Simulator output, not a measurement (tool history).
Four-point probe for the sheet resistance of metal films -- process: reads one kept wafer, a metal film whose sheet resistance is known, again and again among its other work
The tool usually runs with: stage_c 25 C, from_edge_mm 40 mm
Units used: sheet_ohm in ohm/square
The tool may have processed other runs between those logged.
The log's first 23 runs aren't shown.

run,hour,stage_c,from_edge_mm,sheet_ohm
24,303.0,18,35,9.720762
25,310.1,20,34,9.703423
26,321.9,20,34,9.707469
# hour 325.7: stage's thermometer calibrated, once more
27,336.5,20,4,9.835898
28,348.1,20,6,9.761471
29,359.7,20,6,9.761107
30,374.0,26,17,9.664579
31,389.0,26,16,9.667544
32,399.2,26,16,9.671108
33,414.8,26,16,9.663786
34,428.6,22,57,9.689532
35,438.4,25,10,9.686881
36,447.8,22,24,9.692009
37,460.8,26,6,9.714899
38,471.0,26,6,9.713454
39,481.8,34,5,9.681410

Consider 3 possible next runs. They are alternatives, not a sequence: every one starts from the tool as it was left by run 39. What does each give?
A,496.2,29,40,?
B,496.2,31,3,?
C,496.2,34,5,?

run,sheet_ohm
A,9.636930
B,9.844149
C,9.680842
Had the tool no hidden state, the same runs would have come out as:
run,sheet_ohm
A,9.652170
B,9.859676
C,9.696099

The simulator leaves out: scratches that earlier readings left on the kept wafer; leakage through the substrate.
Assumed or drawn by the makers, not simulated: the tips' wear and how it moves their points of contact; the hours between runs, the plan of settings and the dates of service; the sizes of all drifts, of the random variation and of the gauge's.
